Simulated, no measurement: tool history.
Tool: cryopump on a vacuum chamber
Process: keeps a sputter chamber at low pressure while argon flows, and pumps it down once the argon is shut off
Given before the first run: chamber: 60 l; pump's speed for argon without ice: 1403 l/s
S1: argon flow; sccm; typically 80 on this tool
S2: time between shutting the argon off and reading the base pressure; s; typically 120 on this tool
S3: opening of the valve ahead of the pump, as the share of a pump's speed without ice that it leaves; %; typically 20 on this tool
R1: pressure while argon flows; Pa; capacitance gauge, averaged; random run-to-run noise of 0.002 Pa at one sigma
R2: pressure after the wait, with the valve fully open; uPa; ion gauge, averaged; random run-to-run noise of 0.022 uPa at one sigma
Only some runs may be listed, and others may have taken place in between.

| run | hour | S1 | S2 | S3 | R1 | R2 |
|---|---|---|---|---|---|---|
| 1 | 0.0 | 80 | 120 | 20 | 0.5075 | 0.71 |
| 2 | 13.3 | 80 | 167 | 20 | 0.5102 | 0.66 |
| 3 | 22.7 | 80 | 167 | 20 | 0.5096 | 0.69 |
| 4 | 29.4 | 80 | 167 | 20 | 0.5137 | 0.68 |
| 5 | 41.9 | 80 | 167 | 20 | 0.5116 | 0.66 |
| 6 | 54.6 | 80 | 120 | 44 | 0.2488 | 0.78 |
| 7 | 69.4 | 80 | 120 | 20 | 0.5145 | 0.78 |
| 8 | 78.1 | 80 | 120 | 20 | 0.5136 | 0.81 |
| 9 | 87.6 | 80 | 120 | 20 | 0.5171 | 0.76 |
| 10 | 93.8 | 80 | 120 | 20 | 0.5162 | 0.82 |
| 11 | 103.5 | 37 | 120 | 20 | 0.2366 | 0.86 |
| 12 | 118.4 | 37 | 120 | 20 | 0.2398 | 0.82 |
| 13 | 135.9 | 80 | 120 | 20 | 0.4795 | 0.67 |
| 14 | 142.8 | 80 | 120 | 20 | 0.4824 | 0.71 |
| 15 | 157.4 | 80 | 120 | 20 | 0.4832 | 0.72 |
| 16 | 169.1 | 80 | 120 | 20 | 0.4854 | 0.70 |
| 17 | 178.7 | 80 | 120 | 20 | 0.4851 | 0.73 |
| 18 | 189.8 | 38 | 39 | 41 | 0.1132 | 1.46 |
| 19 | 198.9 | 38 | 185 | 39 | 0.1195 | 0.58 |
| 20 | 212.1 | 135 | 67 | 20 | 0.8194 | 1.00 |
| 21 | 224.4 | 135 | 67 | 20 | 0.8229 | 1.03 |
| 22 | 231.9 | 80 | 120 | 19 | 0.5118 | 0.75 |
| 23 | 238.9 | 63 | 120 | 52 | 0.1515 | 0.72 |
| 24 | 253.3 | 63 | 49 | 52 | 0.1517 | 1.27 |
| 25 | 261.6 | 94 | 49 | 24 | 0.4802 | 1.37 |
| 26 | 268.9 | 32 | 27 | 18 | 0.2165 | 2.08 |
| 27 | 281.3 | 32 | 21 | 40 | 0.0998 | 2.52 |
| 28 | 290.9 | 32 | 21 | 40 | 0.0997 | 2.49 |
| 29 | 297.0 | 55 | 120 | 20 | 0.3348 | 0.76 |
| 30 | 304.4 | 52 | 242 | 20 | 0.3173 | 0.61 |
| 31 | 316.6 | 68 | 43 | 19 | 0.4396 | 1.41 |
| 32 | 328.8 | 66 | 43 | 19 | 0.4276 | 1.41 |
| 33 | 337.3 | 66 | 43 | 19 | 0.4260 | 1.42 |
| 34 | 343.9 | 66 | 43 | 19 | 0.4256 | 1.42 |

Missing from the log above: 1 entry noted between runs. For each, name the pair of listed runs it sits between and say how the tool's hidden condition differs from the listed run just before to the listed run just after:
Runs 12 to 13: pump warmed up, emptied and cooled again (hour 133.4)
  pump's speed, % of a pump's without ice: 74.1 -> 99.6; cold plate's temperature, K: 12.45 -> 12.46; leak into the chamber, uPa l/s: 454 -> 459
  measured result minus the result with no hidden state, R1: +0.0162 -> +0.0013 Pa; R2: +0.23 -> +0.12 uPa
